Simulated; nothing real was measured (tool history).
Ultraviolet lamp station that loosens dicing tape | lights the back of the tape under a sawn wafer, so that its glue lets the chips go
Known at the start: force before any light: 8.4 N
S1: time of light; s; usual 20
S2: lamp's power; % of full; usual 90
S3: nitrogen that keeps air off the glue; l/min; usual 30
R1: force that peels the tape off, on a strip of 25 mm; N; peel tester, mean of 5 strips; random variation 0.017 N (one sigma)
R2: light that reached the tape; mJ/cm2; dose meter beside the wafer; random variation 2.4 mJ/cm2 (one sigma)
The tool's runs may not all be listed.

| run | hour | S1 | S2 | S3 | R1 | R2 |
|---|---|---|---|---|---|---|
| 1 | 0.0 | 20 | 90 | 30 | 1.381 | 195 |
| 2 | 54.2 | 20 | 62 | 30 | 2.466 | 131 |
| 3 | 122.0 | 20 | 90 | 39 | 1.401 | 181 |
| 4 | 158.6 | 20 | 90 | 32 | 1.561 | 182 |
| 5 | 196.3 | 20 | 90 | 32 | 1.615 | 175 |
|  | 223.3 | window cleaned of glue's vapour |
| 6 | 257.6 | 20 | 90 | 30 | 1.384 | 199 |
| 7 | 301.0 | 20 | 79 | 30 | 1.734 | 173 |
| 8 | 345.1 | 20 | 79 | 30 | 1.780 | 167 |
| 9 | 387.5 | 29 | 90 | 30 | 0.752 | 274 |
| 10 | 438.7 | 29 | 90 | 30 | 0.836 | 267 |
| 11 | 502.3 | 29 | 90 | 30 | 0.898 | 255 |
| 12 | 538.9 | 20 | 90 | 30 | 1.721 | 175 |
| 13 | 580.7 | 20 | 90 | 30 | 1.762 | 167 |
| 14 | 625.5 | 20 | 90 | 30 | 1.869 | 167 |
| 15 | 685.0 | 20 | 90 | 30 | 1.875 | 160 |
|  | 734.6 | window cleaned of glue's vapour |
| 16 | 746.2 | 20 | 90 | 30 | 1.614 | 176 |
| 17 | 780.1 | 20 | 90 | 30 | 1.730 | 175 |
| 18 | 838.7 | 20 | 90 | 30 | 1.742 | 172 |
| 19 | 909.6 | 20 | 90 | 10 | 2.975 | 159 |
| 20 | 959.4 | 20 | 90 | 10 | 3.103 | 160 |
| 21 | 1004.4 | 13 | 74 | 13 | 4.677 | 85 |
| 22 | 1076.0 | 20 | 68 | 30 | 3.222 | 110 |
| 23 | 1117.6 | 20 | 68 | 30 | 3.142 | 108 |
| 24 | 1158.9 | 20 | 68 | 30 | 3.193 | 106 |
|  | 1170.0 | lamp changed |
| 25 | 1200.1 | 20 | 68 | 30 | 1.767 | 174 |
|  | 1244.8 | window cleaned of glue's vapour |
| 26 | 1264.2 | 20 | 68 | 30 | 1.442 | 196 |
| 27 | 1321.9 | 20 | 68 | 30 | 1.498 | 187 |
| 28 | 1367.0 | 20 | 68 | 30 | 1.593 | 183 |
| 29 | 1415.9 | 20 | 68 | 30 | 1.571 | 177 |
| 30 | 1474.7 | 20 | 72 | 47 | 1.289 | 187 |
| 31 | 1527.5 | 20 | 72 | 47 | 1.341 | 179 |
| 32 | 1570.5 | 20 | 72 | 47 | 1.391 | 177 |
| 33 | 1628.2 | 11 | 77 | 17 | 3.931 | 103 |
| 34 | 1696.2 | 11 | 77 | 17 | 4.057 | 98 |
| 35 | 1729.2 | 23 | 90 | 60 | 0.754 | 234 |
|  | 1754.4 | window cleaned of glue's vapour |
| 36 | 1778.9 | 23 | 90 | 60 | 0.586 | 269 |
| 37 | 1850.4 | 18 | 78 | 18 | 2.148 | 175 |
| 38 | 1899.6 | 36 | 85 | 45 | 0.354 | 366 |
| 39 | 1930.5 | 31 | 63 | 15 | 1.620 | 226 |
| 40 | 1976.6 | 11 | 90 | 58 | 2.411 | 113 |

Forecast each of these 5 alternatives for the next run:
| A | 2040.0 | 19 | 77 | 58 | ? | ? |
| B | 2040.0 | 20 | 70 | 15 | ? | ? |
| C | 2040.0 | 12 | 90 | 30 | ? | ? |
| D | 2040.0 | 20 | 93 | 17 | ? | ? |
| E | 2040.0 | 13 | 71 | 58 | ? | ? |

| run | R1 | R2 |
|---|---|---|
| A | 1.423 | 161 |
| B | 2.849 | 151 |
| C | 2.852 | 120 |
| D | 1.780 | 208 |
| E | 2.708 | 103 |
Without the tool's hidden state the same runs would have given:
| run | R1 | R2 |
|---|---|---|
| A | 0.853 | 214 |
| B | 1.989 | 202 |
| C | 2.012 | 160 |
| D | 1.112 | 275 |
| E | 1.900 | 137 |
